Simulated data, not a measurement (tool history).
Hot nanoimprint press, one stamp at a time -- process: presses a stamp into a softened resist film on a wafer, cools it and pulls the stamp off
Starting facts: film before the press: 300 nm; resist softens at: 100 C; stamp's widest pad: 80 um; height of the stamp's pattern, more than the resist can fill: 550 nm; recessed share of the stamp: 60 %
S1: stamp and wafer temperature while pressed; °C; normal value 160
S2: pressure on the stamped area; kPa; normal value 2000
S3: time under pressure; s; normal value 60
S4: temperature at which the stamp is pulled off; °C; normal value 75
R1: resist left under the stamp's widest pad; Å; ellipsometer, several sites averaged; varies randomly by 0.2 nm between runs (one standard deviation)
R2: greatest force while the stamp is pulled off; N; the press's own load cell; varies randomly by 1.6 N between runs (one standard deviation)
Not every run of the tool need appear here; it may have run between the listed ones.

Run 1, hour 0: usual settings. Result: R1 1631 Å, R2 175 N.
Run 2, hour 41.5: usual settings. Result: R1 1635 Å, R2 176 N.
Run 3, hour 79.6: usual settings but S3 70 s. Result: R1 1545 Å, R2 175 N.
Run 4, hour 113.9: usual settings but S1 162 °C, S3 70 s. Result: R1 1442 Å, R2 178 N.
Run 5, hour 173.3: usual settings but S1 162 °C, S3 70 s. Result: R1 1439 Å, R2 181 N.
At hour 213.9: plate thermocouple calibrated.
Run 6, hour 234.5: usual settings but S1 162 °C, S3 70 s. Result: R1 1420 Å, R2 185 N.
Run 7, hour 269.5: usual settings but S1 162 °C, S3 70 s. Result: R1 1415 Å, R2 184 N.
Run 8, hour 310.7: usual settings. Result: R1 1601 Å, R2 186 N.
At hour 326.1: plate thermocouple calibrated, once more.
Run 9, hour 358.5: usual settings but S2 2460 kPa. Result: R1 1580 Å, R2 191 N.
Run 10, hour 393.9: usual settings but S2 2460 kPa. Result: R1 1583 Å, R2 191 N.
Run 11, hour 442.9: usual settings but S1 169 °C. Result: R1 1249 Å, R2 192 N.
At hour 472.2: press's hydraulic seals changed and the load cell set to zero.
Run 12, hour 506.4: usual settings but S4 63 °C. Result: R1 1631 Å, R2 220 N.
Run 13, hour 546.1: usual settings but S4 63 °C. Result: R1 1631 Å, R2 220 N.
Run 14, hour 581: usual settings but S4 63 °C. Result: R1 1629 Å, R2 221 N.
Run 15, hour 642.1: usual settings but S4 63 °C. Result: R1 1628 Å, R2 223 N.
At hour 653.9: stamp cleaned and given a new release coat.
Run 16, hour 691.8: usual settings but S1 172 °C. Result: R1 1073 Å, R2 165 N.
Run 17, hour 723.6: usual settings but S1 150 °C, S2 1770 kPa, S3 47 s, S4 62 °C. Result: R1 2364 Å, R2 191 N.
Run 18, hour 773.2: usual settings but S1 162 °C. Result: R1 1517 Å, R2 169 N.
Run 19, hour 816.2: usual settings but S1 170 °C, S2 2340 kPa, S3 53 s, S4 78 °C. Result: R1 1130 Å, R2 164 N.
Run 20, hour 868.3: usual settings but S1 172 °C, S2 1390 kPa, S3 39 s, S4 62 °C. Result: R1 1478 Å, R2 193 N.
Run 21, hour 918.6: usual settings but S2 1240 kPa. Result: R1 1898 Å, R2 173 N.
Run 22, hour 960.7: usual settings but S2 2580 kPa, S3 58 s. Result: R1 1490 Å, R2 176 N.
Run 23, hour 992.7: usual settings but S1 171 °C, S2 1410 kPa, S3 92 s. Result: R1 1070 Å, R2 178 N.
Run 24, hour 1026.7: usual settings but S1 150 °C, S2 1480 kPa, S3 53 s. Result: R1 2384 Å, R2 179 N.
At hour 1038.4: plate thermocouple calibrated.
Run 25, hour 1060.2: usual settings but S1 150 °C, S2 1210 kPa, S3 48 s, S4 74 °C. Result: R1 2540 Å, R2 182 N.
Run 26, hour 1096.3: usual settings but S1 150 °C, S2 1210 kPa, S3 48 s, S4 74 °C. Result: R1 2539 Å, R2 185 N.
Run 27, hour 1135.7: usual settings but S1 151 °C, S2 1350 kPa, S3 57 s, S4 67 °C. Result: R1 2371 Å, R2 193 N.
Run 28, hour 1186.3: usual settings but S1 151 °C, S2 1350 kPa, S3 57 s, S4 67 °C. Result: R1 2366 Å, R2 198 N.
Run 29, hour 1234.7: usual settings but S1 151 °C, S2 1350 kPa, S3 57 s, S4 67 °C. Result: R1 2366 Å, R2 202 N.
Run 30, hour 1265.7: usual settings but S1 151 °C, S2 1350 kPa, S3 57 s, S4 67 °C. Result: R1 2371 Å, R2 201 N.

Forecast each of these 4 alternatives for the next run:
Run A, hour 1299.3: usual settings but S1 148 °C, S3 102 s. Result: R1 ?, R2 ?.
Run B, hour 1299.3: usual settings but S1 166 °C, S2 1540 kPa, S3 104 s. Result: R1 ?, R2 ?.
Run C, hour 1299.3: usual settings but S1 151 °C, S2 1530 kPa, S3 90 s, S4 76 °C. Result: R1 ?, R2 ?.
Run D, hour 1299.3: usual settings but S1 151 °C, S2 2920 kPa, S3 62 s, S4 64 °C. Result: R1 ?, R2 ?.

run    R1   R2
  A  2047  192
  B  1190  190
  C  2081  188
  D  1929  207
Had the tool no hidden state, the same runs would have come out as:
run    R1   R2
  A  2043  165
  B  1187  164
  C  2081  162
  D  1917  178
